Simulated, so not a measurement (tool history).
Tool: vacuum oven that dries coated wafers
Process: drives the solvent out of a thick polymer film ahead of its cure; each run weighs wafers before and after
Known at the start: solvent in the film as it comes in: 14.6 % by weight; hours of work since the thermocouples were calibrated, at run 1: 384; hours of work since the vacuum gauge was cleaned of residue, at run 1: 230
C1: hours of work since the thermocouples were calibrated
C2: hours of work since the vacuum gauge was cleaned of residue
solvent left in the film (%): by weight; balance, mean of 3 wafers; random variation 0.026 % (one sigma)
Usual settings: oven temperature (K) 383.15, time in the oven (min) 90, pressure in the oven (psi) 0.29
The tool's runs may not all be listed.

run 1 hour=0 | oven_temperature_(K)=383.15 time_in_the_oven_(min)=90 pressure_in_the_oven_(psi)=0.29 | C1=384 C2=230 | solvent_left_in_the_film_(%)=2.28
run 2 hour=55.8 | oven_temperature_(K)=383.15 time_in_the_oven_(min)=90 pressure_in_the_oven_(psi)=0.29 | C1=410 C2=257 | solvent_left_in_the_film_(%)=2.33
run 3 hour=91.9 | oven_temperature_(K)=383.15 time_in_the_oven_(min)=90 pressure_in_the_oven_(psi)=0.811 | C1=428 C2=274 | solvent_left_in_the_film_(%)=5.22
run 4 hour=144.7 | oven_temperature_(K)=383.15 time_in_the_oven_(min)=90 pressure_in_the_oven_(psi)=0.811 | C1=453 C2=300 | solvent_left_in_the_film_(%)=5.24
run 5 hour=186.4 | oven_temperature_(K)=383.15 time_in_the_oven_(min)=90 pressure_in_the_oven_(psi)=0.811 | C1=473 C2=320 | solvent_left_in_the_film_(%)=5.24
run 6 hour=220.1 | oven_temperature_(K)=383.15 time_in_the_oven_(min)=90 pressure_in_the_oven_(psi)=0.29 | C1=489 C2=336 | solvent_left_in_the_film_(%)=2.45
run 7 hour=277.4 | oven_temperature_(K)=383.15 time_in_the_oven_(min)=90 pressure_in_the_oven_(psi)=0.519 | C1=516 C2=363 | solvent_left_in_the_film_(%)=3.62
run 8 hour=305.5 | oven_temperature_(K)=383.15 time_in_the_oven_(min)=90 pressure_in_the_oven_(psi)=0.519 | C1=530 C2=377 | solvent_left_in_the_film_(%)=3.64
run 9 hour=347.2 | oven_temperature_(K)=383.15 time_in_the_oven_(min)=90 pressure_in_the_oven_(psi)=0.519 | C1=550 C2=397 | solvent_left_in_the_film_(%)=3.67
run 10 hour=390.8 | oven_temperature_(K)=383.15 time_in_the_oven_(min)=90 pressure_in_the_oven_(psi)=0.519 | C1=571 C2=417 | solvent_left_in_the_film_(%)=3.7
run 11 hour=419.6 | oven_temperature_(K)=383.15 time_in_the_oven_(min)=90 pressure_in_the_oven_(psi)=0.29 | C1=585 C2=431 | solvent_left_in_the_film_(%)=2.45
run 12 hour=464.6 | oven_temperature_(K)=376.15 time_in_the_oven_(min)=90 pressure_in_the_oven_(psi)=0.29 | C1=606 C2=453 | solvent_left_in_the_film_(%)=3.91
-- hour=470.6 oven's thermocouples calibrated
run 13 hour=521.6 | oven_temperature_(K)=381.15 time_in_the_oven_(min)=90 pressure_in_the_oven_(psi)=0.29 | C1=24 C2=479 | solvent_left_in_the_film_(%)=2.86
run 14 hour=579.9 | oven_temperature_(K)=381.15 time_in_the_oven_(min)=122 pressure_in_the_oven_(psi)=0.194 | C1=52 C2=507 | solvent_left_in_the_film_(%)=1.79
run 15 hour=609.8 | oven_temperature_(K)=373.15 time_in_the_oven_(min)=85 pressure_in_the_oven_(psi)=0.442 | C1=67 C2=521 | solvent_left_in_the_film_(%)=6.12
-- hour=644.2 oven's thermocouples calibrated, once more
run 16 hour=649.5 | oven_temperature_(K)=369.15 time_in_the_oven_(min)=62 pressure_in_the_oven_(psi)=0.27 | C1=3 C2=539 | solvent_left_in_the_film_(%)=6.93
run 17 hour=681.4 | oven_temperature_(K)=383.15 time_in_the_oven_(min)=86 pressure_in_the_oven_(psi)=0.77 | C1=18 C2=555 | solvent_left_in_the_film_(%)=4.95
run 18 hour=739.1 | oven_temperature_(K)=383.15 time_in_the_oven_(min)=86 pressure_in_the_oven_(psi)=0.77 | C1=45 C2=582 | solvent_left_in_the_film_(%)=4.94
run 19 hour=795.9 | oven_temperature_(K)=383.15 time_in_the_oven_(min)=86 pressure_in_the_oven_(psi)=0.677 | C1=73 C2=610 | solvent_left_in_the_film_(%)=4.43
run 20 hour=842.1 | oven_temperature_(K)=383.15 time_in_the_oven_(min)=86 pressure_in_the_oven_(psi)=0.677 | C1=95 C2=632 | solvent_left_in_the_film_(%)=4.45
run 21 hour=894.8 | oven_temperature_(K)=381.15 time_in_the_oven_(min)=81 pressure_in_the_oven_(psi)=0.677 | C1=120 C2=657 | solvent_left_in_the_film_(%)=5.06
run 22 hour=938.4 | oven_temperature_(K)=374.15 time_in_the_oven_(min)=90 pressure_in_the_oven_(psi)=0.29 | C1=141 C2=678 | solvent_left_in_the_film_(%)=4.35

4 ways to go on from here, each from the tool as it stands after run 22. What would each give?
run A hour=993.9 | oven_temperature_(K)=374.15 time_in_the_oven_(min)=134 pressure_in_the_oven_(psi)=0.37 | C1=167 C2=704 | solvent_left_in_the_film_(%)=?
run B hour=993.9 | oven_temperature_(K)=383.15 time_in_the_oven_(min)=45 pressure_in_the_oven_(psi)=0.29 | C1=167 C2=704 | solvent_left_in_the_film_(%)=?
run C hour=993.9 | oven_temperature_(K)=373.15 time_in_the_oven_(min)=79 pressure_in_the_oven_(psi)=0.242 | C1=167 C2=704 | solvent_left_in_the_film_(%)=?
run D hour=993.9 | oven_temperature_(K)=376.15 time_in_the_oven_(min)=52 pressure_in_the_oven_(psi)=0.29 | C1=167 C2=704 | solvent_left_in_the_film_(%)=?

run=A solvent_left_in_the_film_(%)=3.79
run=B solvent_left_in_the_film_(%)=4.25
run=C solvent_left_in_the_film_(%)=4.82
run=D solvent_left_in_the_film_(%)=5.74
Without the tool's hidden state the same runs would have given:
run=A solvent_left_in_the_film_(%)=3.71
run=B solvent_left_in_the_film_(%)=4.23
run=C solvent_left_in_the_film_(%)=4.77
run=D solvent_left_in_the_film_(%)=5.72
